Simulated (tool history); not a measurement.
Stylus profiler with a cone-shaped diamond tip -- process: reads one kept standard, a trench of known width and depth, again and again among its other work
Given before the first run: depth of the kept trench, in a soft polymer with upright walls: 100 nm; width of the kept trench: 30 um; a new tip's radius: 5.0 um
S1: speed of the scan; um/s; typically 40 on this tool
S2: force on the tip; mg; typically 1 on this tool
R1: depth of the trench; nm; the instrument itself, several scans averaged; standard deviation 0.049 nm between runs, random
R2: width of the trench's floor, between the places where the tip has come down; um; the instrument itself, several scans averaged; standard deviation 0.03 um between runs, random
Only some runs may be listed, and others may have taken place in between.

| run | day | S1 | S2 | R1 | R2 |
|---|---|---|---|---|---|
| 1 | 0 | 40 | 1 | 100.48 | 27.7 |
| 2 | 0.854 | 40 | 1 | 100.42 | 27.7 |
| 3 | 1.792 | 138 | 1 | 100.53 | 26.97 |
| 4 | 2.325 | 138 | 1 | 100.43 | 26.99 |
| 5 | 3.312 | 138 | 1 | 100.54 | 26.95 |
| 6 | 4.008 | 40 | 1 | 100.45 | 27.71 |
| 7 | 4.933 | 25 | 0.42 | 100.31 | 27.73 |
| 8 | 5.667 | 16 | 0.47 | 100.23 | 27.83 |
| 9 | 6.438 | 12 | 0.48 | 100.27 | 27.85 |
| 10 | 7.171 | 12 | 0.48 | 100.23 | 27.9 |
| 11 | 7.858 | 143 | 0.75 | 100.33 | 26.78 |
| 12 | 8.508 | 143 | 0.75 | 100.24 | 26.8 |

Each row is a separate what-if for the run after 12, all from the same tool condition, not one after another. Results?
| A | 9.112 | 14 | 1 | ? | ? |
| B | 9.112 | 46 | 1.59 | ? | ? |
| C | 9.112 | 26 | 0.75 | ? | ? |
| D | 9.112 | 119 | 0.75 | ? | ? |
| E | 9.112 | 43 | 1.31 | ? | ? |

| run | R1 | R2 |
|---|---|---|
| A | 100.39 | 27.92 |
| B | 100.56 | 27.69 |
| C | 100.33 | 27.75 |
| D | 100.43 | 26.97 |
| E | 100.48 | 27.69 |
What these runs would have given with no unlogged condition in the tool:
| run | R1 | R2 |
|---|---|---|
| A | 100.39 | 27.93 |
| B | 100.57 | 27.69 |
| C | 100.33 | 27.75 |
| D | 100.43 | 26.97 |
| E | 100.49 | 27.69 |
